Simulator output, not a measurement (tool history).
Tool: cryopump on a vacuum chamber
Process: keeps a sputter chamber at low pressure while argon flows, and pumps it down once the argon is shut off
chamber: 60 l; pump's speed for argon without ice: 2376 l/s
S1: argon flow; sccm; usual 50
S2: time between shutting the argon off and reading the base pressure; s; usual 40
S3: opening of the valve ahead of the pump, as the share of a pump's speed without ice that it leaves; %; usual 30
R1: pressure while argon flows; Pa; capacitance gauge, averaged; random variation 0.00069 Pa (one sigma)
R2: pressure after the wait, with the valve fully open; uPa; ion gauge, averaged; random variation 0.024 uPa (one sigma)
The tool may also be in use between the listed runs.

| run | day | S1 | S2 | S3 | R1 | R2 |
|---|---|---|---|---|---|---|
| 1 | 0.000 | 50 | 40 | 30 | 0.1230 | 2.09 |
| 2 | 1.354 | 50 | 40 | 30 | 0.1233 | 2.11 |
| 3 | 2.679 | 50 | 40 | 30 | 0.1248 | 2.15 |
| 4 | 3.508 | 50 | 40 | 30 | 0.1243 | 2.20 |
| 5 | 5.171 | 50 | 40 | 30 | 0.1259 | 2.15 |
| 6 | 6.354 | 50 | 40 | 30 | 0.1267 | 2.20 |
| 7 | 7.925 | 50 | 40 | 30 | 0.1264 | 2.20 |
| 8 | 9.642 | 58 | 40 | 30 | 0.1475 | 2.27 |
| 9 | 10.483 | 58 | 40 | 30 | 0.1483 | 2.28 |
| 10 | 12.067 | 50 | 40 | 27 | 0.1423 | 2.37 |
| 11 | 13.858 | 50 | 40 | 27 | 0.1425 | 2.43 |
| 12 | 15.700 | 50 | 40 | 27 | 0.1424 | 2.44 |
| 13 | 16.575 | 50 | 40 | 30 | 0.1316 | 2.46 |
| 14 | 18.296 | 50 | 40 | 30 | 0.1330 | 2.51 |
| 15 | 19.671 | 50 | 40 | 30 | 0.1327 | 2.54 |
| 16 | 21.496 | 42 | 40 | 30 | 0.1126 | 2.51 |
|  | 21.950 | pump warmed up, emptied and cooled again |
| 17 | 22.912 | 42 | 40 | 30 | 0.1009 | 2.17 |
| 18 | 24.288 | 42 | 40 | 30 | 0.1007 | 2.14 |
| 19 | 25.671 | 73 | 207 | 22 | 0.2377 | 1.58 |
| 20 | 27.375 | 73 | 207 | 22 | 0.2397 | 1.58 |
| 21 | 28.500 | 79 | 25 | 50 | 0.1165 | 2.66 |
| 22 | 29.762 | 29 | 124 | 50 | 0.0438 | 1.71 |
| 23 | 30.700 | 50 | 40 | 29 | 0.1265 | 2.23 |
| 24 | 31.625 | 20 | 210 | 29 | 0.0490 | 1.63 |
| 25 | 33.129 | 41 | 40 | 52 | 0.0602 | 2.26 |
| 26 | 34.671 | 33 | 36 | 30 | 0.0820 | 2.33 |
| 27 | 36.167 | 29 | 22 | 30 | 0.0724 | 2.87 |
| 28 | 37.650 | 81 | 166 | 27 | 0.2237 | 1.83 |
| 29 | 38.854 | 81 | 52 | 27 | 0.2237 | 2.30 |
| 30 | 40.158 | 20 | 40 | 38 | 0.0396 | 2.43 |
| 31 | 41.842 | 56 | 75 | 38 | 0.1148 | 2.09 |
| 32 | 43.100 | 50 | 66 | 30 | 0.1277 | 2.20 |
| 33 | 44.762 | 86 | 281 | 23 | 0.2816 | 1.95 |
| 34 | 46.154 | 66 | 69 | 23 | 0.2174 | 2.29 |

Some steps in R1 between neighbouring runs. How much of each would the tool show without its hidden state too (settings, what came in, random variation), and how much is left for the hidden state, with any gauge scatter that isn't in both results?
The hidden state here: pump's speed, % of a pump's without ice; cold plate's temperature, K; leak into the chamber, uPa l/s; drift of the gauge itself on working_pa, %; drift of the gauge itself on base_upa, %.
Run 16 -> 17: pump warmed up, emptied and cooled again. R1 -0.0117 Pa: hidden state -0.0118, all else +0.0001.
Run 27 -> 28: S1 29 -> 81, S2 22 -> 166, S3 30 -> 27. R1 +0.1513 Pa: hidden state +0.0067, all else +0.1446.
Run 29 -> 30: S1 81 -> 20, S2 52 -> 40, S3 27 -> 38. R1 -0.1841 Pa: hidden state -0.0079, all else -0.1762.
Run 32 -> 33: S1 50 -> 86, S2 66 -> 281, S3 30 -> 23. R1 +0.1539 Pa: hidden state +0.0074, all else +0.1465.
